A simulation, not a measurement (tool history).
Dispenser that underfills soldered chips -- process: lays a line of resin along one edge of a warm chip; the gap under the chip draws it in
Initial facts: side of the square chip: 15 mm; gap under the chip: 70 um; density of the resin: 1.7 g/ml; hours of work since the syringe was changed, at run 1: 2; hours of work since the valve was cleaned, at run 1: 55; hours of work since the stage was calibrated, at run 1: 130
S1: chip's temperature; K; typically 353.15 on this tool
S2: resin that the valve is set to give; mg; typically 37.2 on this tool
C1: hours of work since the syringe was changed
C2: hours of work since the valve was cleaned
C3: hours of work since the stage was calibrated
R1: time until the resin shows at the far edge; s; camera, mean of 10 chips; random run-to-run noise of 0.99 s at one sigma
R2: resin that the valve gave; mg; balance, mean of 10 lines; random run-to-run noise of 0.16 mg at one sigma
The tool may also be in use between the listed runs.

| run | hour | S1 | S2 | C1 | C2 | C3 | R1 | R2 |
|---|---|---|---|---|---|---|---|---|
| 1 | 0 | 353.15 | 37.2 | 2 | 55 | 130 | 113.6 | 36.2 |
| 2 | 3.1 | 353.15 | 36.1 | 4 | 57 | 132 | 129.9 | 34.85 |
| 3 | 8.5 | 353.15 | 36.1 | 8 | 60 | 135 | 163.1 | 34.89 |
|  | 10.9 | new syringe of resin |
| 4 | 12.6 | 353.15 | 37.2 | 1 | 63 | 138 | 107 | 35.95 |
| 5 | 15.3 | 353.15 | 40.8 | 3 | 65 | 140 | 119.1 | 39.4 |
| 6 | 18.4 | 353.15 | 40.8 | 5 | 67 | 142 | 133.6 | 39.41 |
| 7 | 22.1 | 353.15 | 40.8 | 7 | 69 | 144 | 160.7 | 39.36 |
|  | 25.3 | new syringe of resin |
| 8 | 25.3 | 353.15 | 40.8 | 0 | 71 | 146 | 95.7 | 39.09 |
| 9 | 30.9 | 353.15 | 40.8 | 4 | 74 | 149 | 125.3 | 39.14 |
| 10 | 35.6 | 353.15 | 37.2 | 7 | 78 | 152 | 156.2 | 35.41 |
|  | 39.3 | new syringe of resin |
| 11 | 40.1 | 353.15 | 37.2 | 1 | 80 | 155 | 104 | 35.54 |
| 12 | 43.1 | 353.15 | 37.5 | 2 | 82 | 157 | 118.9 | 35.9 |
| 13 | 47.7 | 344.15 | 40.8 | 5 | 85 | 160 | 199.4 | 38.77 |
|  | 50.5 | dispensing valve cleaned and set on the balance |
|  | 54.4 | new syringe of resin |
| 14 | 54.5 | 350.15 | 33.8 | 0 | 2 | 164 | 113.1 | 33.58 |
| 15 | 59.3 | 350.15 | 33.8 | 3 | 5 | 167 | 141.1 | 34.08 |
| 16 | 65.1 | 350.15 | 33.8 | 7 | 9 | 170 | 180.1 | 33.62 |
|  | 68.5 | new syringe of resin |
| 17 | 69.4 | 347.15 | 37.2 | 1 | 12 | 173 | 127 | 37.08 |
| 18 | 73.1 | 363.15 | 45 | 3 | 14 | 175 | 79.5 | 44.57 |
| 19 | 76.9 | 363.15 | 45 | 5 | 17 | 178 | 91.6 | 44.73 |
| 20 | 81.8 | 363.15 | 45 | 9 | 20 | 181 | 117.3 | 44.61 |
|  | 83 | new syringe of resin |
| 21 | 85.8 | 363.15 | 46.3 | 2 | 22 | 183 | 72.8 | 45.64 |

3 ways to go on from here, each from the tool as it stands after run 21. What would each give?
| A | 90.7 | 366.15 | 43.1 | 5 | 25 | 187 | ? | ? |
| B | 90.7 | 363.15 | 37.7 | 5 | 25 | 187 | ? | ? |
| C | 90.7 | 362.15 | 32.1 | 5 | 25 | 187 | ? | ? |

| run | R1 | R2 |
|---|---|---|
| A | 82.1 | 42.23 |
| B | 93.4 | 37.6 |
| C | 100.9 | 31.72 |
With the hidden condition removed and each run's random variation left untouched, the same runs would have given:
| run | R1 | R2 |
|---|---|---|
| A | 56.9 | 42.72 |
| B | 64.7 | 38.03 |
| C | 69.5 | 32.08 |
